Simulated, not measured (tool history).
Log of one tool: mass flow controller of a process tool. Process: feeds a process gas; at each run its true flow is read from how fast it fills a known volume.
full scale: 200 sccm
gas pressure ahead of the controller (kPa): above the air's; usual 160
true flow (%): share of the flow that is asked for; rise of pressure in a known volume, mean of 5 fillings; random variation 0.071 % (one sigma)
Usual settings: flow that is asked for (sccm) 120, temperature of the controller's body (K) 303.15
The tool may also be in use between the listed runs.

run	hour	flow that is asked for (sccm)	gas pressure ahead of the controller (kPa)	temperature of the controller's body (K)	true flow (%)
1	0	120	160	303.15	99.82
2	442.6	120	160	303.15	99.71
3	802.2	120	160	303.15	99.94
4	1028.2	120	160	303.15	99.9
5	1222	120	160	303.15	99.94
6	1561.5	120	160	303.15	99.76
7	1884.6	120	160	303.15	99.9
8	2246.6	120	175	303.15	99.73
9	2637.1	142	160	303.15	99.88
10	2850.9	120	160	312.15	100.84
11	3140.3	120	160	312.15	100.75
12	3537.7	120	160	303.15	99.92
13	3800.8	71	160	303.15	100.28
14	4152.8	71	160	303.15	100.39
15	4372.3	120	261	298.15	98.83
16	4708.8	172	173	305.15	100.08
17	5028.9	172	173	305.15	100.25
18	5302.1	172	173	305.15	100.29
19	5647.5	51	178	303.15	101.07
20	5859.8	51	178	303.15	101.09
21	6057.7	27	226	310.15	103.88
22	6417.8	27	226	310.15	103.88
23	6787.9	120	160	305.15	100.34
24	7096.5	21	160	303.15	105.65
25	7411.5	21	160	303.15	105.88
26	7609.3	21	160	303.15	105.95

Forecast run 27:
27	8028.3	21	160	303.15	?

true flow (%): 106.3
Without the tool's hidden state the same run would have given true flow (%) 99.56.

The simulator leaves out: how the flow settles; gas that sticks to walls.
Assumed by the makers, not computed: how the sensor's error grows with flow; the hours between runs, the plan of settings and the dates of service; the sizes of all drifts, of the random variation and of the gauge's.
